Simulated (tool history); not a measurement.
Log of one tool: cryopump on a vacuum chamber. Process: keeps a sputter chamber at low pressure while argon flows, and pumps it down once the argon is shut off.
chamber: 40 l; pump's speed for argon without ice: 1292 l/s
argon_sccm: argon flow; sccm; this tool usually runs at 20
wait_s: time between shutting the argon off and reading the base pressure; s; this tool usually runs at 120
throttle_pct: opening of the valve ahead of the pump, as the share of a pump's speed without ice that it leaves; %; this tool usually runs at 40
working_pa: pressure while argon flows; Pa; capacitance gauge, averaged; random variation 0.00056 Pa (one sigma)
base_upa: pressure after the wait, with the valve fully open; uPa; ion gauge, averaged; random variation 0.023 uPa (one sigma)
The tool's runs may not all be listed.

run   hour  argon_sccm  wait_s  throttle_pct  working_pa  base_upa
  1      0          20     120            40      0.0692      0.95
  2   12.1          20     120            40      0.0709      0.95
  3   23.3          20     120            40      0.0714      0.95
  4   37.2          20     120            40      0.0718      0.92
  5   53.2          20      26            40      0.0728      2.89
  6     68          20      26            40      0.0712      2.91
  7   87.1          28     120            40       0.102      0.95
  8   97.2          28     120            40       0.103      0.99
  9  106.3          40     120            40      0.1472      0.99
 10    117          40     120            40      0.1473      1.03
 11  134.6          40     120            40      0.1495      0.98
 12  151.2          40     120            39      0.1539      0.96
 13  166.7          40     120            39      0.1534         1
 14  185.5          20     120            33      0.0906      1.08
 15  204.9          20     120            33      0.0915      1.05
 16  219.2          20     120            33      0.0918      1.09
 17  228.9          20     120            33      0.0924      1.07
 18    248          20     120            33      0.0929      1.14
     260.9  -- pump warmed up, emptied and cooled again
 19  263.3          20     120            33      0.0791      0.95
 20  276.6          20     120            33      0.0804      0.94
 21  286.2          20     120            33      0.0796      0.96
 22  303.5          11     247            49      0.0295      0.64
 23  321.4          14      93            16      0.1159      1.08
 24  338.2          25      93            16      0.2081      1.11
 25    357          25      42            38      0.0897      1.94
 26  365.8          20      33            35      0.0768       2.5
 27  376.8          20      33            35      0.0787      2.38
 28  390.5          20      33            35      0.0779      2.48
 29  405.5          16     179            35      0.0627      0.81
 30  423.8          20     145            40      0.0688       0.9
 31  432.6          16     145            28      0.0781      0.92
 32  451.1          16     145            28      0.0785      0.94
 33    461          16     145            28      0.0788         1
 34  481.7          20     120            35      0.0791      1.05

Here are 4 independent what-if runs from the current tool condition. What would each one return?
  A  493.7          14     120            37           ?         ?
  B  493.7          11      87            34           ?         ?
  C  493.7          40     194            29           ?         ?
  D  493.7          20      23            19           ?         ?

run  working_pa  base_upa
  A      0.0535      1.05
  B      0.0456      1.27
  C       0.191      0.85
  D      0.1434      3.37
Without the tool's unlogged condition, the same runs would have read:
run  working_pa  base_upa
  A      0.0497      0.76
  B      0.0426      0.99
  C      0.1803      0.56
  D       0.138      3.08
